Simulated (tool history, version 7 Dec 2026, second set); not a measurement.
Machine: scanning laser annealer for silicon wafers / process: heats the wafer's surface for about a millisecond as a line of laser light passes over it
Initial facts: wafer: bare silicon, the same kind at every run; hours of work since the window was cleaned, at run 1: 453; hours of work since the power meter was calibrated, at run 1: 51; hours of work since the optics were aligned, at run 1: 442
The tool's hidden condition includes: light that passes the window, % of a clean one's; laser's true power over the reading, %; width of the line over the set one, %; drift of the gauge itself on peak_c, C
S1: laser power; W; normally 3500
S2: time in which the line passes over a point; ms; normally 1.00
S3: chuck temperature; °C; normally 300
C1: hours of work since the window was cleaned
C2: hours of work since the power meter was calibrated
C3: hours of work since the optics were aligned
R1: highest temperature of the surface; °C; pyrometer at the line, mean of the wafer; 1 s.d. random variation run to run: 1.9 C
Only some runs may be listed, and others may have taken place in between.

run 1 hour=0.0 | S1=3500 S2=1.00 S3=300 | C1=453 C2=51 C3=442 | R1=1134
run 2 hour=15.7 | S1=3500 S2=1.00 S3=300 | C1=466 C2=64 C3=455 | R1=1136
run 3 hour=46.4 | S1=3500 S2=1.00 S3=262 | C1=490 C2=88 C3=479 | R1=1097
run 4 hour=60.2 | S1=3751 S2=1.00 S3=300 | C1=501 C2=99 C3=490 | R1=1210
run 5 hour=90.2 | S1=3751 S2=1.00 S3=300 | C1=525 C2=123 C3=513 | R1=1213
run 6 hour=122.5 | S1=3500 S2=1.00 S3=300 | C1=550 C2=148 C3=539 | R1=1137
run 7 hour=142.4 | S1=3500 S2=1.00 S3=300 | C1=566 C2=164 C3=555 | R1=1133
run 8 hour=157.1 | S1=3500 S2=1.10 S3=300 | C1=578 C2=176 C3=566 | R1=1177
run 9 hour=177.6 | S1=3500 S2=1.10 S3=300 | C1=594 C2=192 C3=583 | R1=1175
run 10 hour=197.4 | S1=3646 S2=0.78 S3=273 | C1=609 C2=208 C3=598 | R1=1051
run 11 hour=216.2 | S1=3646 S2=0.78 S3=273 | C1=624 C2=222 C3=613 | R1=1050
run 12 hour=238.7 | S1=3646 S2=0.82 S3=325 | C1=642 C2=240 C3=631 | R1=1122
run 13 hour=255.3 | S1=3646 S2=0.82 S3=325 | C1=655 C2=253 C3=644 | R1=1124

Alternative continuations, all from the tool just after run 13; predict every row:
run A hour=287.6 | S1=3646 S2=0.82 S3=319 | C1=681 C2=279 C3=670 | R1=?
run B hour=287.6 | S1=3365 S2=1.11 S3=270 | C1=681 C2=279 C3=670 | R1=?
run C hour=287.6 | S1=3239 S2=1.23 S3=281 | C1=681 C2=279 C3=670 | R1=?
run D hour=287.6 | S1=3646 S2=0.82 S3=324 | C1=681 C2=279 C3=670 | R1=?

run=A R1=1118
run=B R1=1105
run=C R1=1120
run=D R1=1119
The same runs, with their run-to-run variation unchanged, on a tool lacking any hidden condition would have given:
run=A R1=1119
run=B R1=1106
run=C R1=1120
run=D R1=1119
